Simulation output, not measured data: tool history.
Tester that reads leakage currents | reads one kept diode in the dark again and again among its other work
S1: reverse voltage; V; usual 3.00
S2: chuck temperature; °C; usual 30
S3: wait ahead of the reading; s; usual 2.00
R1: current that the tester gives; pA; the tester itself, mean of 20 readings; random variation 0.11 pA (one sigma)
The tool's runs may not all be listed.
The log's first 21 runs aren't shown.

run    hour     S1  S2    S3      R1
 22   935.2   1.13  57  2.70  179.49
 23   980.6   9.73  30  2.00   60.77
 24  1039.5   9.73  30  2.00   61.35
 25  1094.0   3.00  28  1.67   29.56
 26  1125.8   3.20  22  1.28   19.95
 27  1176.0   3.70  30  9.18   37.91
 28  1217.7   3.00  30  8.51   34.31
 29  1273.1  16.76  24  0.91   63.31
 30  1314.0   3.41  30  8.21   36.83
 31  1363.6   3.00  60  5.43  322.23
 32  1420.0   3.00  60  5.43  325.28
 33  1467.4   3.00  60  5.43  321.96
 34  1524.3   3.00  60  5.43  322.36
 35  1561.0   6.63  43  7.40  131.15
 36  1608.5   4.10  59  7.40  339.27
 37  1667.8   4.10  59  7.40  336.98
 38  1723.8   2.99  47  2.00  124.67
 39  1762.1   9.45  30  4.50   65.72
 40  1824.4   8.04  30  6.52   60.44

3 ways to go on from here, each from the tool as it stands after run 40. What would each give?
  A  1886.4  10.04  30  0.49   ?
  B  1886.4   3.39  38  2.00   ?
  C  1886.4   2.26  33  3.44   ?

run     R1
  A  71.46
  B  67.78
  C  38.56
Without the tool's hidden state the same runs would have given:
run     R1
  A  56.06
  B  68.60
  C  38.39
